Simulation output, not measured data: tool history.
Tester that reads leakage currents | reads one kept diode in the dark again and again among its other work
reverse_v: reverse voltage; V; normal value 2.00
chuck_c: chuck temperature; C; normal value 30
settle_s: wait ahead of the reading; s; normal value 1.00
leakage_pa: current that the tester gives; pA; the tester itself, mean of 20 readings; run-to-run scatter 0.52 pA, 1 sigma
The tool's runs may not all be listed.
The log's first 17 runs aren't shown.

run	day	reverse_v	chuck_c	settle_s	hours of work since the probe card was cleaned	hours of work since the tester was calibrated	hours of work since the chuck was calibrated	leakage_pa
18	18.046	2.00	47	1.00	1905	623	554	555.75
19	19.162	2.00	30	1.00	1922	639	571	172.05
20	19.779	2.00	30	1.00	1931	649	580	172.22
21	20.496	2.00	22	1.00	1942	659	591	94.51
22	21.271	2.00	24	3.62	1953	671	602	109.60
23	22.221	7.10	29	6.41	1967	685	617	285.59
24	23.138	1.32	55	1.89	1981	699	630	765.42
25	23.725	18.73	56	0.71	1990	707	639	2781.57
26	24.900	8.26	36	1.00	2007	725	657	507.54
27	25.821	9.42	35	1.47	2021	739	670	503.42
28	27.279	2.00	22	3.53	2043	761	692	93.81
29	27.896	14.48	49	4.54	2052	770	701	1579.47
30	28.938	1.92	46	1.30	2068	785	717	509.64
31	30.267	5.55	46	0.77	2088	805	737	838.34
32	30.879	3.23	37	8.64	2097	814	746	350.92
33	31.600	3.23	37	8.64	2107	825	757	353.36
34	32.467	3.28	23	1.13	2120	838	770	128.59
35	33.058	3.28	23	0.35	2129	847	778	130.12
36	34.062	3.28	23	0.35	2144	862	794	130.81
37	35.271	1.15	32	3.47	2162	880	812	153.15
38	36.358	1.15	32	3.47	2179	896	828	153.56
39	37.812	1.15	32	3.47	2200	918	850	153.50
40	38.946	3.47	27	3.34	2217	935	866	178.03

Alternative continuations, all from the tool just after run 40; predict every row:
A	40.296	3.47	43	3.34	2237	955	887	?
B	40.296	2.00	40	0.57	2237	955	887	?
C	40.296	16.87	49	3.34	2237	955	887	?

run	leakage_pa
A	550.45
B	350.14
C	1704.04
Had the tool no hidden state, the same runs would have come out as:
run	leakage_pa
A	550.95
B	350.48
C	1705.49
